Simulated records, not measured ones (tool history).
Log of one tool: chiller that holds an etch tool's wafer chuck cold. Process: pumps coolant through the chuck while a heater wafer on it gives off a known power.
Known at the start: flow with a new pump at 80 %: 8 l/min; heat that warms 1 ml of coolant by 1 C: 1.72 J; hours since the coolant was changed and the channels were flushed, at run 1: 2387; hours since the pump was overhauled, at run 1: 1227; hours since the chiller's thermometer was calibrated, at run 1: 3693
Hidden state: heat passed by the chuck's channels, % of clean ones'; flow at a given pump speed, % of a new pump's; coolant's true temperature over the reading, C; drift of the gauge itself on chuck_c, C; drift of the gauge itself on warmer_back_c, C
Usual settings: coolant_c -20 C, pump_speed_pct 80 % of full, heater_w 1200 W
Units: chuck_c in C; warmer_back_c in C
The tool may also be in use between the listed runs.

| run | hour | coolant_c | pump_speed_pct | heater_w | hours since the coolant was changed and the channels were flushed | hours since the pump was overhauled | hours since the chiller's thermometer was calibrated | chuck_c | warmer_back_c |
|---|---|---|---|---|---|---|---|---|---|
| 1 | 0 | -20 | 80 | 1200 | 2387 | 1227 | 3693 | -9.3 | 5.42 |
| 2 | 35.4 | -20 | 80 | 1200 | 2423 | 1262 | 3728 | -9.3 | 5.41 |
| 3 | 86.2 | -20 | 80 | 1200 | 2474 | 1313 | 3779 | -9.1 | 5.48 |
| 4 | 137.1 | -20 | 80 | 757 | 2525 | 1364 | 3830 | -13.4 | 3.44 |
| 5 | 170.9 | -26 | 80 | 1200 | 2558 | 1398 | 3864 | -15.4 | 5.43 |
| 6 | 201.3 | -20 | 80 | 1200 | 2589 | 1428 | 3894 | -9.4 | 5.4 |
| 7 | 248.5 | -20 | 75 | 1200 | 2636 | 1475 | 3941 | -8.9 | 5.8 |
| 8 | 271.1 | -20 | 75 | 1200 | 2659 | 1498 | 3964 | -8.8 | 5.88 |
| 9 | 316.3 | -20 | 75 | 1200 | 2704 | 1543 | 4009 | -8.5 | 5.87 |
| 10 | 338.9 | -20 | 75 | 1200 | 2726 | 1566 | 4032 | -8.6 | 5.84 |
| 11 | 378.1 | -20 | 75 | 777 | 2766 | 1605 | 4071 | -12.9 | 3.76 |
| 12 | 431.7 | -20 | 75 | 769 | 2819 | 1659 | 4125 | -13 | 3.7 |
| 13 | 479.9 | -20 | 80 | 1200 | 2867 | 1707 | 4173 | -9.2 | 5.48 |
| 14 | 520.4 | -20 | 80 | 1200 | 2908 | 1747 | 4213 | -9.1 | 5.49 |
| 15 | 552.5 | -29 | 80 | 1200 | 2940 | 1779 | 4246 | -18.2 | 5.48 |
| 16 | 583.3 | -29 | 80 | 1200 | 2971 | 1810 | 4276 | -18 | 5.51 |
|  | 618.6 | chiller's thermometer calibrated |
| 17 | 632.1 | -29 | 80 | 1200 | 3018 | 1858 | 14 | -17.5 | 5.54 |
| 18 | 665.8 | -15 | 80 | 947 | 3052 | 1892 | 47 | -6 | 4.39 |
| 19 | 696.3 | -15 | 80 | 947 | 3083 | 1922 | 78 | -5.9 | 4.3 |
| 20 | 738.9 | -11 | 80 | 1194 | 3125 | 1965 | 120 | 0.2 | 5.45 |
| 21 | 789.7 | -11 | 80 | 1194 | 3176 | 2016 | 171 | 0.3 | 5.43 |
| 22 | 839.5 | -13 | 65 | 875 | 3226 | 2065 | 221 | -3.7 | 5 |
| 23 | 867.1 | -20 | 80 | 1536 | 3253 | 2093 | 249 | -5.4 | 7.09 |
| 24 | 897.2 | -17 | 88 | 648 | 3284 | 2123 | 279 | -11.2 | 2.7 |
| 25 | 933 | -19 | 92 | 1758 | 3319 | 2159 | 314 | -3.7 | 7.02 |
| 26 | 981.5 | -24 | 99 | 986 | 3368 | 2207 | 363 | -15.8 | 3.64 |
| 27 | 1015.5 | -24 | 99 | 986 | 3402 | 2241 | 397 | -15.8 | 3.71 |
| 28 | 1046.7 | -16 | 63 | 1529 | 3433 | 2273 | 428 | 1 | 9.2 |
| 29 | 1074.7 | -11 | 72 | 721 | 3461 | 2301 | 456 | -3.7 | 3.75 |
| 30 | 1124.5 | -25 | 96 | 1437 | 3511 | 2350 | 506 | -12.8 | 5.47 |
| 31 | 1151.9 | -16 | 64 | 870 | 3538 | 2378 | 533 | -6.4 | 5.1 |
| 32 | 1205.5 | -21 | 75 | 790 | 3592 | 2431 | 587 | -13.2 | 3.94 |

The same runs without the tool's hidden state, with the same run-to-run variation:
| run | chuck_c | warmer_back_c |
|---|---|---|
| 1 | -9.5 | 5.24 |
| 2 | -9.6 | 5.24 |
| 3 | -9.4 | 5.29 |
| 4 | -13.4 | 3.32 |
| 5 | -15.7 | 5.24 |
| 6 | -9.6 | 5.19 |
| 7 | -9.2 | 5.58 |
| 8 | -9.2 | 5.65 |
| 9 | -8.8 | 5.64 |
| 10 | -8.9 | 5.6 |
| 11 | -12.9 | 3.6 |
| 12 | -13.1 | 3.53 |
| 13 | -9.6 | 5.23 |
| 14 | -9.5 | 5.24 |
| 15 | -18.5 | 5.22 |
| 16 | -18.4 | 5.25 |
| 17 | -18.4 | 5.27 |
| 18 | -6.7 | 4.17 |
| 19 | -6.5 | 4.08 |
| 20 | -0.7 | 5.17 |
| 21 | -0.6 | 5.13 |
| 22 | -4.4 | 4.72 |
| 23 | -6.6 | 6.69 |
| 24 | -11.7 | 2.55 |
| 25 | -5 | 6.62 |
| 26 | -16.5 | 3.43 |
| 27 | -16.4 | 3.49 |
| 28 | -0.4 | 8.65 |
| 29 | -4.2 | 3.52 |
| 30 | -13.8 | 5.13 |
| 31 | -7.3 | 4.77 |
| 32 | -13.9 | 3.68 |

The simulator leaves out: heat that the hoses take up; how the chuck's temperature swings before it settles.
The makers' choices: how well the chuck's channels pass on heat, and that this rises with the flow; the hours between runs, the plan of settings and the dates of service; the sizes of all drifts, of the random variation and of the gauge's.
